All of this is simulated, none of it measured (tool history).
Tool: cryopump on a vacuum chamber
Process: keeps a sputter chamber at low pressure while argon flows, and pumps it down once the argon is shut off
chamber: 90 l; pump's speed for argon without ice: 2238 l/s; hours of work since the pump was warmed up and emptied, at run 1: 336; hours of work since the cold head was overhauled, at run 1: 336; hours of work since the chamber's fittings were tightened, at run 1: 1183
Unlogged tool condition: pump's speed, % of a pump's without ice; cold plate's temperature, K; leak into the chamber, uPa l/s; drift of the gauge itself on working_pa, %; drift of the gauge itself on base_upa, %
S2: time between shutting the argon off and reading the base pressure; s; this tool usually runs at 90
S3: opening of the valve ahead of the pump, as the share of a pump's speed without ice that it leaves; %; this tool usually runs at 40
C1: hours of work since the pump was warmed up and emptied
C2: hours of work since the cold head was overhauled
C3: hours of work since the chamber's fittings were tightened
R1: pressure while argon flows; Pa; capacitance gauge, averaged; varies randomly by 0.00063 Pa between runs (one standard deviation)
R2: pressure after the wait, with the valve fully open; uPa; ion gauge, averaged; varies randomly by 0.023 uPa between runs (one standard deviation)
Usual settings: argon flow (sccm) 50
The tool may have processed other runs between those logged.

{"run": 1, "hour": 0.0, "argon flow (sccm)": 50, "S2": 90, "S3": 40, "C1": 336, "C2": 336, "C3": 1183, "R1": 0.1005, "R2": 0.97}
{"run": 2, "hour": 30.2, "argon flow (sccm)": 60, "S2": 90, "S3": 40, "C1": 355, "C2": 355, "C3": 1201, "R1": 0.1213, "R2": 0.98}
{"run": 3, "hour": 50.7, "argon flow (sccm)": 60, "S2": 90, "S3": 40, "C1": 367, "C2": 367, "C3": 1213, "R1": 0.1201, "R2": 0.99}
{"run": 4, "hour": 79.8, "argon flow (sccm)": 60, "S2": 90, "S3": 40, "C1": 384, "C2": 384, "C3": 1231, "R1": 0.1223, "R2": 1}
{"run": 5, "hour": 126.1, "argon flow (sccm)": 60, "S2": 90, "S3": 40, "C1": 412, "C2": 412, "C3": 1259, "R1": 0.1222, "R2": 1.06}
{"run": 6, "hour": 166.7, "argon flow (sccm)": 50, "S2": 90, "S3": 40, "C1": 437, "C2": 437, "C3": 1283, "R1": 0.1015, "R2": 1.02}
{"run": 7, "hour": 187.0, "argon flow (sccm)": 22, "S2": 200, "S3": 55, "C1": 449, "C2": 449, "C3": 1295, "R1": 0.0331, "R2": 0.69}
{"run": 8, "hour": 215.4, "argon flow (sccm)": 22, "S2": 200, "S3": 55, "C1": 466, "C2": 466, "C3": 1312, "R1": 0.0344, "R2": 0.68}
{"run": 9, "hour": 236.6, "argon flow (sccm)": 30, "S2": 96, "S3": 20, "C1": 479, "C2": 479, "C3": 1325, "R1": 0.1175, "R2": 0.97}
{"run": 10, "hour": 262.8, "argon flow (sccm)": 30, "S2": 267, "S3": 48, "C1": 494, "C2": 494, "C3": 1341, "R1": 0.0526, "R2": 0.69}
{"run": 11, "hour": 306.1, "argon flow (sccm)": 30, "S2": 267, "S3": 48, "C1": 520, "C2": 520, "C3": 1367, "R1": 0.0527, "R2": 0.66}

Below are 3 alternative next runs, each starting from the tool's condition after run 11. Predict each:
{"run": "A", "hour": 327.0, "argon flow (sccm)": 23, "S2": 90, "S3": 21, "C1": 533, "C2": 533, "C3": 1379, "R1": "?", "R2": "?"}
{"run": "B", "hour": 327.0, "argon flow (sccm)": 50, "S2": 225, "S3": 40, "C1": 533, "C2": 533, "C3": 1379, "R1": "?", "R2": "?"}
{"run": "C", "hour": 327.0, "argon flow (sccm)": 20, "S2": 267, "S3": 48, "C1": 533, "C2": 533, "C3": 1379, "R1": "?", "R2": "?"}

run=A R1=0.088 R2=1.1
run=B R1=0.1045 R2=0.73
run=C R1=0.0363 R2=0.69
With the hidden condition removed and each run's random variation left untouched, the same runs would have given:
run=A R1=0.0835 R2=0.76
run=B R1=0.0946 R2=0.38
run=C R1=0.0323 R2=0.34
